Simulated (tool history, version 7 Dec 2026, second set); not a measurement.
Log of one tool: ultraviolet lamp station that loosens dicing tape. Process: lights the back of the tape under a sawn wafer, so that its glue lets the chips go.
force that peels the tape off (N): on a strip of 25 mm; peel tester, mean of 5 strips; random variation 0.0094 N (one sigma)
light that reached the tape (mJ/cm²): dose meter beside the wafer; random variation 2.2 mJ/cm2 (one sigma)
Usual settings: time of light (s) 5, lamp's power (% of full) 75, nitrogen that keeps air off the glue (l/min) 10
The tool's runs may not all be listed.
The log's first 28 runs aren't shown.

run    hour  time of light (s)  lamp's power (% of full)  nitrogen that keeps air off the glue (l/min)  hours of work of the lamp  hours of work since the window was cleaned  force that peels the tape off (N)  light that reached the tape (mJ/cm²)
     1372.1  -- window cleaned of glue's vapour
 29  1424.3                  3                        75                                            10                        475                                          26                              1.234                                   100
 30    1482                  5                        75                                             5                        503                                          54                              0.937                                   159
 31  1533.7                  4                        92                                             6                        529                                          80                              0.858                                   151
 32  1576.8                  5                        80                                             9                        550                                         101                              0.565                                   162
 33  1638.5                  5                        75                                             9                        581                                         132                              0.703                                   146
 34  1708.8                  8                        75                                            13                        615                                         167                              0.215                                   233
 35  1766.3                  2                        87                                             4                        644                                         195                               2.29                                    63
 36  1815.7                  2                        62                                            14                        668                                         220                               2.08                                    47
 37  1878.8                 10                        76                                            10                        700                                         251                              0.204                                   278
 38  1928.4                  8                        97                                             3                        724                                         275                              0.547                                   276
 39  1982.7                  5                        79                                            15                        751                                         302                              0.561                                   139
 40  2046.7                  4                        82                                            18                        783                                         334                               0.69                                   112
     2069.3  -- window cleaned of glue's vapour
 41  2092.7                  5                        85                                            12                        805                                          12                              0.475                                   164

3 ways to go on from here, each from the tool as it stands after run 41. What would each give?
  A  2134.5                  5                        65                                            12                        826                                          32                                  ?                                     ?
  B  2134.5                  7                        67                                             3                        826                                          32                                  ?                                     ?
  C  2134.5                  5                        88                                             4                        826                                          32                                  ?                                     ?

run  force that peels the tape off (N)  light that reached the tape (mJ/cm²)
  A                              0.787                                   123
  B                              1.075                                   178
  C                              1.001                                   163
Without the tool's hidden state the same runs would have given:
run  force that peels the tape off (N)  light that reached the tape (mJ/cm²)
  A                              0.455                                   169
  B                              0.672                                   245
  C                              0.614                                   226

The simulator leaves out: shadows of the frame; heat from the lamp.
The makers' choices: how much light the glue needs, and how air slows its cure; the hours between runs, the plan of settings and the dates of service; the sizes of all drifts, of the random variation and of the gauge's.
